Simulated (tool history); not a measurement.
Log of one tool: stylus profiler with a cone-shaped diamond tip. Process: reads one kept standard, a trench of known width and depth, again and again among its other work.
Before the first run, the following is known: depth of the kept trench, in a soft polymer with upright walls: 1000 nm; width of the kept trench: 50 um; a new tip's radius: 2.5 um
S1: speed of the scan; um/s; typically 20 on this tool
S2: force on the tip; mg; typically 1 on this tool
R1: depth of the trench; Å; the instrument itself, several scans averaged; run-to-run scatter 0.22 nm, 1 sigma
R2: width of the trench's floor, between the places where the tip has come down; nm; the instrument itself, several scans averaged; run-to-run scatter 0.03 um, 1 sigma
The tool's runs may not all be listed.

run	hour	S1	S2	R1	R2
1	0	20	1	10039.5	45800
2	66	20	1	10042.1	45800
3	115.1	20	1	10041.3	45800
4	154.4	20	1	10039.4	45820
5	232.6	20	1	10044.3	45760
6	293.2	31	2.21	10074.4	45840
7	365	31	0.57	10027.2	45650
8	445.1	19	0.57	10030.5	45740
9	502.8	58	2.36	10068.4	45660
10	584.6	58	2.36	10071.3	45680

Branching from run 10: 5 alternative next runs. What would each branch give?
A	638.2	9	2.84	?	?
B	638.2	15	1.23	?	?
C	638.2	15	0.45	?	?
D	638.2	24	1.46	?	?
E	638.2	41	0.49	?	?

run	R1	R2
A	10079	45880
B	10044.4	45880
C	10021.6	45790
D	10054.8	45810
E	10025.7	45520
Had the tool no hidden state, the same runs would have come out as:
run	R1	R2
A	10079.2	45900
B	10044.6	45900
C	10021.8	45810
D	10055	45830
E	10025.9	45540
